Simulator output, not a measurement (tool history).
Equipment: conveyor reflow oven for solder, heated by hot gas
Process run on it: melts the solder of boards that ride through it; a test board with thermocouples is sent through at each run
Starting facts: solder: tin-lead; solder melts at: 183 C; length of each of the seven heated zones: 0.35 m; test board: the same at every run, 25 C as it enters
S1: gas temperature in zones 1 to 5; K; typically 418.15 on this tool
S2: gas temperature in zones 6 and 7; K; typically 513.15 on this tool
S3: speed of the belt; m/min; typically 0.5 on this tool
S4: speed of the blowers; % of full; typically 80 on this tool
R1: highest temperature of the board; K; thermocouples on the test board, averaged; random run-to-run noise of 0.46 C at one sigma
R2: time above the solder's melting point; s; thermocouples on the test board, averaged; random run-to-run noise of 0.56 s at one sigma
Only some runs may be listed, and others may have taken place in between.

Run 1, hour 0: usual settings. Result: R1 500.05 K, R2 72.7 s.
Run 2, hour 42.8: usual settings but S1 411.15 K. Result: R1 498.45 K, R2 69.1 s.
Run 3, hour 77.7: usual settings but S1 411.15 K. Result: R1 498.25 K, R2 69.9 s.
Run 4, hour 102.2: usual settings but S1 411.15 K. Result: R1 498.55 K, R2 69.8 s.
Run 5, hour 129.3: usual settings but S1 411.15 K. Result: R1 498.65 K, R2 69.9 s.
Run 6, hour 165.3: usual settings but S1 411.15 K. Result: R1 498.35 K, R2 70.3 s.
Run 7, hour 212: usual settings but S1 411.15 K. Result: R1 499.05 K, R2 69.4 s.
Run 8, hour 264.4: usual settings but S1 411.15 K. Result: R1 498.45 K, R2 69.8 s.
Run 9, hour 316.8: usual settings but S1 411.15 K. Result: R1 499.35 K, R2 69 s.
Run 10, hour 370.1: usual settings but S1 411.15 K. Result: R1 498.75 K, R2 69.5 s.
Run 11, hour 424.4: usual settings but S3 0.422 m/min. Result: R1 504.45 K, R2 90.4 s.
Run 12, hour 474.1: usual settings but S1 424.15 K, S3 0.422 m/min. Result: R1 504.75 K, R2 94.2 s.
Run 13, hour 519.1: usual settings but S1 424.15 K, S3 0.422 m/min. Result: R1 505.05 K, R2 93.3 s.
Run 14, hour 555.6: usual settings but S1 424.15 K, S3 0.422 m/min. Result: R1 504.15 K, R2 93.5 s.
Run 15, hour 604.2: usual settings but S1 424.15 K, S3 0.422 m/min. Result: R1 504.75 K, R2 92.6 s.
Run 16, hour 636.7: usual settings but S1 424.15 K, S2 506.15 K, S3 0.422 m/min, S4 56 % of full. Result: R1 495.85 K, R2 86.3 s.
Run 17, hour 695.2: usual settings but S1 424.15 K, S2 506.15 K, S3 0.422 m/min, S4 56 % of full. Result: R1 494.75 K, R2 87.1 s.
Run 18, hour 732.9: usual settings but S2 524.15 K, S3 0.411 m/min. Result: R1 514.25 K, R2 98 s.
Run 19, hour 776.2: usual settings but S1 417.15 K, S2 505.15 K, S3 0.431 m/min. Result: R1 497.15 K, R2 82.2 s.
Run 20, hour 801.2: usual settings but S1 414.15 K, S2 505.15 K, S3 0.431 m/min. Result: R1 495.75 K, R2 81.5 s.
Run 21, hour 842.8: usual settings but S1 414.15 K. Result: R1 499.05 K, R2 70.7 s.
Run 22, hour 878.2: usual settings but S1 419.15 K, S2 518.15 K, S3 0.418 m/min, S4 65 % of full. Result: R1 507.25 K, R2 93.1 s.
Run 23, hour 937.6: usual settings but S1 407.15 K, S3 0.413 m/min. Result: R1 503.45 K, R2 87.5 s.
Run 24, hour 980.9: usual settings but S1 411.15 K, S2 506.15 K, S3 0.542 m/min, S4 65 % of full. Result: R1 487.15 K, R2 55 s.
Run 25, hour 1034.1: usual settings but S1 411.15 K, S2 507.15 K, S3 0.438 m/min, S4 84 % of full. Result: R1 497.25 K, R2 79.2 s.
Run 26, hour 1072.6: usual settings but S1 406.15 K, S2 501.15 K, S3 0.437 m/min, S4 83 % of full. Result: R1 491.05 K, R2 72.6 s.
Run 27, hour 1099.9: usual settings but S2 511.15 K, S3 0.536 m/min, S4 81 % of full. Result: R1 495.75 K, R2 65.9 s.
Run 28, hour 1147.5: usual settings but S1 430.15 K, S2 514.15 K, S3 0.526 m/min, S4 66 % of full. Result: R1 498.85 K, R2 73.7 s.
Run 29, hour 1197.8: usual settings but S1 430.15 K, S2 502.15 K, S3 0.526 m/min, S4 66 % of full. Result: R1 488.95 K, R2 67 s.
Run 30, hour 1232.2: usual settings but S3 0.446 m/min, S4 53 % of full. Result: R1 498.65 K, R2 80.7 s.

Put back what was entered between runs (3 entries, withheld): which listed runs does each sit between, and how does the hidden state differ from the listed run before to the listed run after?
From run 7 to run 8: flux residue cleaned out of gas plates and filters (hour 262.8)
  heat that the gas passes to the board, % of a clean oven's: 98.8 -> 100
From run 10 to run 11: belt drive overhauled, speed set with a stopwatch (hour 391.5)
  heat that the gas passes to the board, % of a clean oven's: 99.8 -> 99.7; belt's true speed, % of the reading: 99.93 -> 100
From run 25 to run 26: thermocouples of zones 6 and 7 changed (hour 1064.2)
  true gas temperature in zones 6 and 7 over the reading, C: 0.15 -> 0.01
